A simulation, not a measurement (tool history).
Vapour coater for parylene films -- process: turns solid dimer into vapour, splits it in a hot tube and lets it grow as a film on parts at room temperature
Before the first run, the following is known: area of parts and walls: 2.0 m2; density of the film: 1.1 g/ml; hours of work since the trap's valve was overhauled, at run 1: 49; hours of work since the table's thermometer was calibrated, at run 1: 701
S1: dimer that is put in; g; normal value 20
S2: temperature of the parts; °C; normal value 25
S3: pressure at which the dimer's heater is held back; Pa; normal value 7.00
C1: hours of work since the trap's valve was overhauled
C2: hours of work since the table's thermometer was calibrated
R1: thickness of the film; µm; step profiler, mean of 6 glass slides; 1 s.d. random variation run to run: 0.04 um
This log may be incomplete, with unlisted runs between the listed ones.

Run 1, hour 0.0: usual settings; C1 49; C2 701. Result: R1 5.43 µm.
Run 2, hour 11.5: usual settings but S2 23 °C; C1 59; C2 711. Result: R1 6.06 µm.
Run 3, hour 20.8: usual settings but S1 11 g; C1 66; C2 718. Result: R1 3.00 µm.
Run 4, hour 29.8: usual settings but S1 11 g; C1 74; C2 726. Result: R1 3.04 µm.
Run 5, hour 46.3: usual settings but S1 11 g; C1 88; C2 739. Result: R1 2.99 µm.
Run 6, hour 64.7: usual settings but S1 11 g, S3 6.36 Pa; C1 103; C2 754. Result: R1 3.03 µm.
Run 7, hour 83.6: usual settings but S3 2.33 Pa; C1 118; C2 770. Result: R1 6.86 µm.
Run 8, hour 101.7: usual settings but S1 18 g, S3 2.33 Pa; C1 133; C2 785. Result: R1 6.11 µm.
Run 9, hour 111.5: usual settings but S1 18 g, S3 2.33 Pa; C1 142; C2 793. Result: R1 6.19 µm.
Run 10, hour 128.3: usual settings but S1 18 g, S3 2.33 Pa; C1 155; C2 807. Result: R1 6.11 µm.
Run 11, hour 145.8: usual settings but S1 18 g, S3 5.53 Pa; C1 170; C2 822. Result: R1 5.22 µm.
Run 12, hour 162.2: usual settings but S1 18 g, S3 5.53 Pa; C1 183; C2 835. Result: R1 5.11 µm.
Run 13, hour 172.1: usual settings; C1 192; C2 843. Result: R1 5.47 µm.
Run 14, hour 183.1: usual settings; C1 201; C2 852. Result: R1 5.44 µm.
Run 15, hour 204.4: usual settings; C1 218; C2 870. Result: R1 5.46 µm.
Run 16, hour 218.5: usual settings; C1 230; C2 882. Result: R1 5.44 µm.
Run 17, hour 228.6: usual settings; C1 238; C2 890. Result: R1 5.42 µm.
Run 18, hour 242.7: usual settings; C1 250; C2 902. Result: R1 5.46 µm.
Run 19, hour 254.3: usual settings; C1 260; C2 911. Result: R1 5.45 µm.
Run 20, hour 268.9: usual settings but S3 2.89 Pa; C1 272; C2 923. Result: R1 6.56 µm.
At hour 271.9: table's thermometer calibrated.
Run 21, hour 281.2: usual settings but S1 23 g; C1 281; C2 8. Result: R1 6.31 µm.
Run 22, hour 299.5: usual settings but S1 23 g, S3 4.38 Pa; C1 296; C2 23. Result: R1 6.90 µm.
Run 23, hour 308.6: usual settings but S1 10 g; C1 304; C2 30. Result: R1 2.70 µm.
At hour 323.9: table's thermometer calibrated, once more.
Run 24, hour 328.4: usual settings but S1 10 g; C1 319; C2 4. Result: R1 2.62 µm.
Run 25, hour 341.6: usual settings but S1 10 g; C1 330; C2 15. Result: R1 2.64 µm.
Run 26, hour 362.4: usual settings but S1 10 g; C1 347; C2 32. Result: R1 2.60 µm.
Run 27, hour 377.7: usual settings but S1 10 g; C1 360; C2 45. Result: R1 2.63 µm.
Run 28, hour 392.3: usual settings but S1 19 g, S2 24 °C, S3 11.57 Pa; C1 372; C2 57. Result: R1 4.71 µm.
Run 29, hour 408.9: usual settings but S1 9 g, S2 27 °C, S3 6.85 Pa; C1 386; C2 70. Result: R1 2.14 µm.
Run 30, hour 426.1: usual settings but S1 9 g, S2 27 °C, S3 6.85 Pa; C1 400; C2 84. Result: R1 2.22 µm.
Run 31, hour 435.8: usual settings but S1 9 g, S2 27 °C, S3 6.85 Pa; C1 408; C2 93. Result: R1 2.19 µm.
Run 32, hour 454.2: usual settings but S1 33 g, S2 20 °C, S3 6.06 Pa; C1 423; C2 108. Result: R1 11.33 µm.
Run 33, hour 468.0: usual settings but S1 29 g, S2 36 °C, S3 3.04 Pa; C1 435; C2 119. Result: R1 5.24 µm.
Run 34, hour 484.1: usual settings but S1 29 g, S2 36 °C, S3 3.04 Pa; C1 448; C2 132. Result: R1 5.31 µm.
Run 35, hour 504.4: usual settings but S1 29 g, S2 30 °C; C1 465; C2 149. Result: R1 5.95 µm.
Run 36, hour 521.5: usual settings but S1 19 g, S2 20 °C; C1 479; C2 163. Result: R1 6.28 µm.
Run 37, hour 532.7: usual settings but S1 26 g, S2 30 °C, S3 9.88 Pa; C1 488; C2 173. Result: R1 5.01 µm.
Run 38, hour 543.0: usual settings but S1 26 g, S2 30 °C, S3 9.88 Pa; C1 497; C2 181. Result: R1 4.97 µm.
Run 39, hour 564.4: usual settings but S1 26 g, S2 30 °C, S3 9.88 Pa; C1 514; C2 199. Result: R1 4.96 µm.
At hour 580.7: trap's valve overhauled.
Run 40, hour 581.9: usual settings but S1 26 g, S2 30 °C, S3 9.88 Pa; C1 1; C2 210. Result: R1 5.26 µm.
Run 41, hour 600.9: usual settings but S3 2.58 Pa; C1 17; C2 226. Result: R1 6.73 µm.
Run 42, hour 615.8: usual settings but S2 23 °C, S3 2.04 Pa; C1 29; C2 238. Result: R1 7.67 µm.
Run 43, hour 636.5: usual settings but S1 16 g, S2 29 °C, S3 2.04 Pa; C1 46; C2 255. Result: R1 4.62 µm.
Run 44, hour 654.4: usual settings but S1 16 g, S2 29 °C, S3 2.04 Pa; C1 61; C2 270. Result: R1 4.63 µm.
Run 45, hour 674.6: usual settings but S2 30 °C; C1 78; C2 287. Result: R1 4.29 µm.
Run 46, hour 688.7: usual settings but S1 12 g, S2 20 °C, S3 11.68 Pa; C1 89; C2 298. Result: R1 3.77 µm.
Run 47, hour 706.1: usual settings but S1 12 g, S2 20 °C, S3 11.68 Pa; C1 104; C2 313. Result: R1 3.75 µm.

Take each entry between the runs: how does the hidden state at the last listed run before it differ from the hidden state at the first listed run after it?
In the gap between runs 20 and 21: table's thermometer calibrated (hour 271.9)
  vapour lost through the trap's worn valve, %: 2.8 -> 2.9; true temperature of the parts over the reading, C: -0.71 -> -0.93
  measured less the result without the state, R1: +0.04 -> +0.10 µm
In the gap between runs 23 and 24: table's thermometer calibrated, once more (hour 323.9)
  vapour lost through the trap's worn valve, %: 3.1 -> 3.2; true temperature of the parts over the reading, C: -0.95 -> -0.08
  measured less the result without the state, R1: +0.04 -> -0.07 µm
In the gap between runs 39 and 40: trap's valve overhauled (hour 580.7)
  vapour lost through the trap's worn valve, %: 5 -> 0.1; true temperature of the parts over the reading, C: -0.23 -> -0.24
  measured less the result without the state, R1: -0.20 -> +0.05 µm
